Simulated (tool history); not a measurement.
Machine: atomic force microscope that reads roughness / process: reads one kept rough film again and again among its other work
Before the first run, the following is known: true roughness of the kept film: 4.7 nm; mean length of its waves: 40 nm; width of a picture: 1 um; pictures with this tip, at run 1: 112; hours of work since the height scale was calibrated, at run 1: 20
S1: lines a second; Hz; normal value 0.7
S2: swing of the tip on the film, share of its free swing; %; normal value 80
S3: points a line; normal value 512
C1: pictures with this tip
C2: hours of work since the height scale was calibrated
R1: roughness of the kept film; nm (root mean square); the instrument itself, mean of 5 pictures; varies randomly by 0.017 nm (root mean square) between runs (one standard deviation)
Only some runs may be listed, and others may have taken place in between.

run	day	S1	S2	S3	C1	C2	R1
1	0	0.7	80	512	112	20	3.841
2	0.479	0.7	81	512	130	25	3.76
3	0.983	0.7	57	512	149	31	3.89
4	1.329	0.7	80	512	162	35	3.682
5	1.812	0.7	80	512	180	40	3.677
6	2.121	0.7	80	399	192	44	3.593
7	2.433	0.7	80	399	204	47	3.577
8	2.775	0.7	80	399	217	51	3.553
9	3.262	0.7	80	512	235	57	3.532
# day 3.604: new tip fitted
10	3.817	0.7	80	512	8	63	4.178
11	4.196	0.7	80	512	22	67	4.111
12	4.588	0.7	80	512	37	72	4.077
13	5.033	0.7	80	512	54	77	4.031
14	5.262	0.7	80	512	62	79	4.004
15	5.8	0.7	80	512	83	86	3.929
16	6.138	0.771	80	512	96	89	3.861
17	6.633	0.771	80	512	115	95	3.812
18	6.862	0.7	80	512	123	98	3.824
19	7.221	0.7	80	512	137	102	3.787
20	7.558	0.7	80	512	150	106	3.734
21	8.075	0.7	80	512	169	111	3.66
22	8.404	0.7	80	512	182	115	3.63
23	8.933	0.7	80	512	202	121	3.573
24	9.308	0.7	62	512	216	125	3.647
25	9.842	0.7	62	512	236	132	3.591
# day 10.15: new tip fitted
26	10.371	0.7	62	512	8	137	4.342
27	10.75	0.7	62	512	23	142	4.274
# day 10.833: height scale calibrated on a step standard
28	11.238	0.7	71	636	40	5	4.178
29	11.638	0.7	71	636	55	9	4.122
30	12.179	0.7	71	636	75	15	4.053
31	12.525	0.7	71	636	89	19	4.048
32	12.871	0.861	66	647	102	23	3.953
33	13.2	3.042	78	647	114	27	3.39
34	13.592	0.592	78	332	129	31	3.813
# day 14.117: height scale calibrated on a step standard, once more
35	14.117	2.472	71	332	147	0	3.526
36	14.554	1.628	60	307	164	5	3.694
37	14.892	1.428	80	271	177	9	3.429
38	15.288	1.428	80	271	192	13	3.403
39	15.521	1.428	80	271	201	16	3.369
40	15.862	0.747	68	399	214	20	3.605
41	16.383	1.33	77	576	233	26	3.386
42	16.612	1.33	77	576	242	28	3.364
# day 16.767: new tip fitted
43	16.946	1.33	77	576	7	32	4.049
44	17.279	1.33	77	576	20	36	4.017
45	17.546	1.11	79	972	30	39	3.997
46	18.029	1.11	79	972	48	44	3.944
47	18.475	2.37	80	354	65	49	3.567
48	18.75	2.37	80	354	75	52	3.57
49	19.238	2.37	80	354	94	58	3.456
50	19.771	2.37	80	354	114	64	3.404
51	20.167	2.37	80	354	129	69	3.391
52	20.525	2.37	80	354	142	73	3.349
53	20.983	2.37	80	354	160	78	3.325

Alternative continuations, all from the tool just after run 53; predict every row:
A	21.338	2.37	81	440	173	82	?
B	21.338	0.7	58	512	173	82	?
C	21.338	2.37	80	714	173	82	?
D	21.338	2.37	80	470	173	82	?

run	R1
A	3.247
B	3.791
C	3.262
D	3.28
Take away the tool's hidden state, keep each run's random variation, and the runs would have read:
run	R1
A	3.74
B	4.368
C	3.758
D	3.779
